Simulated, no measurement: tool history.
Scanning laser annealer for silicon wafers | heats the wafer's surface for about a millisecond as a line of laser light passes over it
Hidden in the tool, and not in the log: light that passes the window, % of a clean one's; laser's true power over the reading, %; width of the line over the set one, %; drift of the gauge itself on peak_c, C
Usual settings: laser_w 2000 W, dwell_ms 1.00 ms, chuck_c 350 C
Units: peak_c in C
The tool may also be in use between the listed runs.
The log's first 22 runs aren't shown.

run	hour	laser_w	dwell_ms	chuck_c	hours of work since the window was cleaned	hours of work since the power meter was calibrated	hours of work since the optics were aligned	peak_c
23	524.6	1957	1.00	350	449	725	537	1179
24	553.1	1750	1.00	350	470	746	558	1094
25	571.1	1750	1.00	350	483	759	571	1092
26	596.3	2000	0.75	350	501	777	590	1079
27	615.5	2047	0.93	364	515	791	604	1191
28	633.4	1996	0.71	350	528	804	617	1058
29	657.2	1996	0.71	350	546	822	634	1059
30	676.9	1996	0.71	350	560	836	648	1057
31	700.1	1996	0.71	350	577	853	665	1054
32	714.9	1804	0.99	352	588	864	676	1113
33	747.2	2102	0.99	352	611	887	700	1230
34	777.7	1916	0.71	338	634	910	722	1020
35	806.8	2000	0.87	378	655	931	743	1162

The next listed run, before its measurement:
36	820.4	2023	0.83	350	665	941	753	?

{"run 36": {"peak_c": 1125}}
Without the tool's hidden state the same run would have given peak_c 1126 C.
